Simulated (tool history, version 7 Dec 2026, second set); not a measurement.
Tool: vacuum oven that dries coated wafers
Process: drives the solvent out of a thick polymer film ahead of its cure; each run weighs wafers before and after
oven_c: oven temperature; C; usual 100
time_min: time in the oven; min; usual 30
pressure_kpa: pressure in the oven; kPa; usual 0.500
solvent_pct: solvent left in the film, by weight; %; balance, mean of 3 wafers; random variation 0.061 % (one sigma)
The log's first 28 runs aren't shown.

run,day,oven_c,time_min,pressure_kpa,solvent_pct
29,46.808,93,21,1.682,8.05
30,48.471,93,21,0.309,7.76
31,50.267,100,30,0.620,3.08
32,51.329,104,34,0.500,1.47
33,52.408,104,34,0.500,1.40
34,53.650,100,43,0.321,1.42
35,55.242,100,30,0.553,3.05
36,56.850,100,31,0.298,2.77
37,59.071,100,15,1.582,7.12
38,60.425,100,15,1.582,7.15

Run 39 comes next. What will it give?
39,61.400,100,15,1.582,?

{"run 39": {"solvent_pct": 7.25}}
Without the tool's hidden state the same run would have given solvent_pct 7.87 %.

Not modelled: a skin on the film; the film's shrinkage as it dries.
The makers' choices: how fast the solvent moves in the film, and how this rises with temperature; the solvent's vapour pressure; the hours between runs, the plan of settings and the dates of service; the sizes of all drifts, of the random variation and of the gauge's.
